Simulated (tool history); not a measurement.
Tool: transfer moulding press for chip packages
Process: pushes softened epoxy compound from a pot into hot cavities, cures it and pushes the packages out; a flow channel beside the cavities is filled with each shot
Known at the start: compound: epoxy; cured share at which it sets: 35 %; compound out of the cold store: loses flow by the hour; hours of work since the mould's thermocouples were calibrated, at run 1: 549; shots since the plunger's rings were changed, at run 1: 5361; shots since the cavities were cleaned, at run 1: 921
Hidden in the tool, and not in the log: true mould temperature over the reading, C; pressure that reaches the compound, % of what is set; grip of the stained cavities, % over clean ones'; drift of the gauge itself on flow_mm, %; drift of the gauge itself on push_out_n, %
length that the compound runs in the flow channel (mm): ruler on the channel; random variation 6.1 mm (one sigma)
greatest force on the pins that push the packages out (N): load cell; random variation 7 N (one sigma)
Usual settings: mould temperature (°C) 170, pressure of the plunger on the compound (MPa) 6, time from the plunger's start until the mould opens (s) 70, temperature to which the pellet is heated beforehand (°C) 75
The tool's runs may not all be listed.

run	hour	mould temperature (°C)	pressure of the plunger on the compound (MPa)	time from the plunger's start until the mould opens (s)	temperature to which the pellet is heated beforehand (°C)	hours of work since the mould's thermocouples were calibrated	shots since the plunger's rings were changed	shots since the cavities were cleaned	incoming compound's hours out of the cold store	length that the compound runs in the flow channel (mm)	greatest force on the pins that push the packages out (N)
1	0	170	6	70	75	549	5361	921	18.6	715	303
# hour 5.5: cavities cleaned with cleaning compound and waxed
# hour 73.8: cavities cleaned with cleaning compound and waxed
# hour 84.1: plunger's sealing rings changed
2	84.1	170	6	70	75	603	0	117	27.3	676	274
# hour 90.1: mould's thermocouples calibrated
# hour 144.3: cavities cleaned with cleaning compound and waxed
3	154.4	170	6	70	75	43	995	150	30	671	283
4	201.2	170	6	70	75	74	1693	848	8.4	750	314
# hour 208.8: cavities cleaned with cleaning compound and waxed
5	247.1	170	6	70	75	105	2354	571	8.5	750	308
# hour 276.5: cavities cleaned with cleaning compound and waxed
6	294.5	170	6	70	75	136	3040	269	16.6	714	290
# hour 343: cavities cleaned with cleaning compound and waxed
7	361.3	170	6	78	75	180	4013	274	23.7	694	226
# hour 415.5: cavities cleaned with cleaning compound and waxed
8	424	170	6	70	72	222	4924	125	8.9	750	302
# hour 480.4: cavities cleaned with cleaning compound and waxed
9	502.6	170	6	51	75	274	6074	331	34.3	647	663
# hour 535.6: plunger's sealing rings changed
# hour 549.1: cavities cleaned with cleaning compound and waxed
10	560.3	170	6	51	75	310	346	167	13.5	722	731
# hour 614.8: cavities cleaned with cleaning compound and waxed
11	629.4	170	6	51	75	356	1354	217	31.9	654	672
12	677.4	170	6	51	75	389	2069	932	14.1	732	742
# hour 685.6: cavities cleaned with cleaning compound and waxed
13	721.4	170	6	70	75	418	2703	534	16	730	302
# hour 751.7: cavities cleaned with cleaning compound and waxed
14	797.7	170	7.07	80	75	469	3817	685	28.8	723	212
# hour 820.9: cavities cleaned with cleaning compound and waxed
15	855.6	170	7.07	80	75	507	4659	518	12	809	234
# hour 892.2: cavities cleaned with cleaning compound and waxed
16	918.7	170	6.03	83	76	549	5576	394	29.8	660	202
# hour 958.7: cavities cleaned with cleaning compound and waxed
17	971.1	168	7.37	70	66	583	6335	184	27.3	755	328
# hour 985.4: plunger's sealing rings changed
# hour 1007: mould's thermocouples calibrated
# hour 1027.7: cavities cleaned with cleaning compound and waxed
18	1064.2	162	7.37	70	66	38	1122	544	37.7	739	485
# hour 1093.6: cavities cleaned with cleaning compound and waxed
19	1126.3	165	6	70	74	79	2026	487	12.7	743	423
# hour 1163.1: cavities cleaned with cleaning compound and waxed
20	1176.8	165	6	70	74	112	2756	205	33.2	673	397
21	1212.9	168	6	70	80	137	3295	744	23.4	688	320
# hour 1227.2: cavities cleaned with cleaning compound and waxed
22	1253.5	165	5.77	109	70	163	3877	391	47.9	611	192
# hour 1292.8: cavities cleaned with cleaning compound and waxed
23	1339.2	175	6	75	75	221	5132	691	10.9	739	212
# hour 1357.7: cavities cleaned with cleaning compound and waxed
24	1405.1	170	6	102	75	264	6092	707	17.2	715	184
# hour 1424.1: cavities cleaned with cleaning compound and waxed
# hour 1443.7: plunger's sealing rings changed
# hour 1491.3: cavities cleaned with cleaning compound and waxed
25	1498.7	170	4.95	102	82	324	799	112	36.5	591	181
26	1538	170	6	70	81	351	1384	697	36.5	642	278

Forecast each of these 4 alternatives for the next run:
# hour 1559.1: cavities cleaned with cleaning compound and waxed
# hour 1623.7: cavities cleaned with cleaning compound and waxed
A	1629.5	170	5.2	86	84	411	2703	86	16.5	?	?
# hour 1559.1: cavities cleaned with cleaning compound and waxed
# hour 1623.7: cavities cleaned with cleaning compound and waxed
B	1629.5	172	7.27	55	75	411	2703	86	9.7	?	?
# hour 1559.1: cavities cleaned with cleaning compound and waxed
# hour 1623.7: cavities cleaned with cleaning compound and waxed
C	1629.5	172	6	93	83	411	2703	86	39.1	?	?
# hour 1559.1: cavities cleaned with cleaning compound and waxed
# hour 1623.7: cavities cleaned with cleaning compound and waxed
D	1629.5	170	6	70	71	411	2703	86	9.9	?	?

run	length that the compound runs in the flow channel (mm)	greatest force on the pins that push the packages out (N)
A	672	200
B	819	537
C	626	178
D	751	312
Without the tool's hidden state the same runs would have given:
run	length that the compound runs in the flow channel (mm)	greatest force on the pins that push the packages out (N)
A	673	200
B	820	536
C	627	177
D	753	311
